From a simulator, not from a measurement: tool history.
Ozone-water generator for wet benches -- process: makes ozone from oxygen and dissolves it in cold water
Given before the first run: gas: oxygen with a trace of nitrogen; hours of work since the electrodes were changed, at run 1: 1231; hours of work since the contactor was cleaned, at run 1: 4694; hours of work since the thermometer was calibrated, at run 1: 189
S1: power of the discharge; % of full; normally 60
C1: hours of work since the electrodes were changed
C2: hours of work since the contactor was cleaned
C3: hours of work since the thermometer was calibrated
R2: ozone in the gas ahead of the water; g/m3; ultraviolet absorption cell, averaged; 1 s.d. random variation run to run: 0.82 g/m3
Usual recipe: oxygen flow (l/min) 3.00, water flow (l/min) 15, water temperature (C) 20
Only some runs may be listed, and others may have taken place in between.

{"run": 1, "day": 0.0, "S1": 60, "oxygen flow (l/min)": 3.0, "water flow (l/min)": 15, "water temperature (C)": 20, "C1": 1231, "C2": 4694, "C3": 189, "dissolved ozone (ppm)": 11.38, "R2": 128.7}
{"run": 2, "day": 3.254, "S1": 60, "oxygen flow (l/min)": 3.0, "water flow (l/min)": 15, "water temperature (C)": 20, "C1": 1285, "C2": 4747, "C3": 243, "dissolved ozone (ppm)": 11.5, "R2": 129.7}
{"run": 3, "day": 6.446, "S1": 60, "oxygen flow (l/min)": 3.0, "water flow (l/min)": 15, "water temperature (C)": 20, "C1": 1337, "C2": 4800, "C3": 295, "dissolved ozone (ppm)": 11.56, "R2": 129.7}
{"run": 4, "day": 9.808, "S1": 60, "oxygen flow (l/min)": 1.98, "water flow (l/min)": 15, "water temperature (C)": 20, "C1": 1393, "C2": 4856, "C3": 351, "dissolved ozone (ppm)": 11.35, "R2": 162.9}
{"run": 5, "day": 13.321, "S1": 60, "oxygen flow (l/min)": 1.98, "water flow (l/min)": 15, "water temperature (C)": 21, "C1": 1451, "C2": 4914, "C3": 409, "dissolved ozone (ppm)": 11.23, "R2": 166.3}
{"run": 6, "day": 16.425, "S1": 60, "oxygen flow (l/min)": 1.98, "water flow (l/min)": 15, "water temperature (C)": 21, "C1": 1502, "C2": 4965, "C3": 460, "dissolved ozone (ppm)": 11.11, "R2": 163.3}
{"run": 7, "day": 17.929, "S1": 60, "oxygen flow (l/min)": 1.98, "water flow (l/min)": 15, "water temperature (C)": 21, "C1": 1527, "C2": 4990, "C3": 485, "dissolved ozone (ppm)": 11.07, "R2": 163.9}
{"run": 8, "day": 20.95, "S1": 60, "oxygen flow (l/min)": 1.98, "water flow (l/min)": 15, "water temperature (C)": 21, "C1": 1577, "C2": 5039, "C3": 534, "dissolved ozone (ppm)": 11.28, "R2": 164.5}
{"run": 9, "day": 23.258, "S1": 60, "oxygen flow (l/min)": 3.0, "water flow (l/min)": 20, "water temperature (C)": 20, "C1": 1615, "C2": 5078, "C3": 573, "dissolved ozone (ppm)": 8.91, "R2": 128.6}
{"run": 10, "day": 25.954, "S1": 60, "oxygen flow (l/min)": 3.0, "water flow (l/min)": 20, "water temperature (C)": 20, "C1": 1659, "C2": 5122, "C3": 617, "dissolved ozone (ppm)": 8.96, "R2": 127.7}
{"run": 11, "day": 29.571, "S1": 60, "oxygen flow (l/min)": 3.0, "water flow (l/min)": 20, "water temperature (C)": 20, "C1": 1719, "C2": 5182, "C3": 677, "dissolved ozone (ppm)": 9.06, "R2": 128.3}
{"run": 12, "day": 32.742, "S1": 60, "oxygen flow (l/min)": 3.0, "water flow (l/min)": 20, "water temperature (C)": 20, "C1": 1771, "C2": 5234, "C3": 729, "dissolved ozone (ppm)": 8.78, "R2": 128.4}
{"run": 13, "day": 34.662, "S1": 60, "oxygen flow (l/min)": 3.0, "water flow (l/min)": 14, "water temperature (C)": 18, "C1": 1803, "C2": 5266, "C3": 761, "dissolved ozone (ppm)": 12.44, "R2": 128.1}
{"run": 14, "day": 37.588, "S1": 60, "oxygen flow (l/min)": 3.0, "water flow (l/min)": 14, "water temperature (C)": 18, "C1": 1851, "C2": 5314, "C3": 809, "dissolved ozone (ppm)": 12.44, "R2": 128.9}
{"run": 15, "day": 39.283, "S1": 88, "oxygen flow (l/min)": 3.75, "water flow (l/min)": 10, "water temperature (C)": 16, "C1": 1879, "C2": 5342, "C3": 837, "dissolved ozone (ppm)": 21.09, "R2": 144.6}
{"run": 16, "day": 41.954, "S1": 88, "oxygen flow (l/min)": 3.75, "water flow (l/min)": 10, "water temperature (C)": 16, "C1": 1923, "C2": 5386, "C3": 881, "dissolved ozone (ppm)": 20.82, "R2": 145.9}
{"run": 17, "day": 44.358, "S1": 42, "oxygen flow (l/min)": 3.0, "water flow (l/min)": 15, "water temperature (C)": 18, "C1": 1963, "C2": 5426, "C3": 921, "dissolved ozone (ppm)": 9.07, "R2": 101.4}

Predict the results of run 18:
{"run": 18, "day": 46.038, "S1": 42, "oxygen flow (l/min)": 3.67, "water flow (l/min)": 15, "water temperature (C)": 18, "C1": 1991, "C2": 5453, "C3": 948, "dissolved ozone (ppm)": "?", "R2": "?"}

{"run 18": {"dissolved ozone (ppm)": 9.1, "R2": 88.1}}
On a tool with no hidden condition, and with the same random variation, this run would have come out at dissolved ozone (ppm) 9.49, R2 89.3 g/m3.
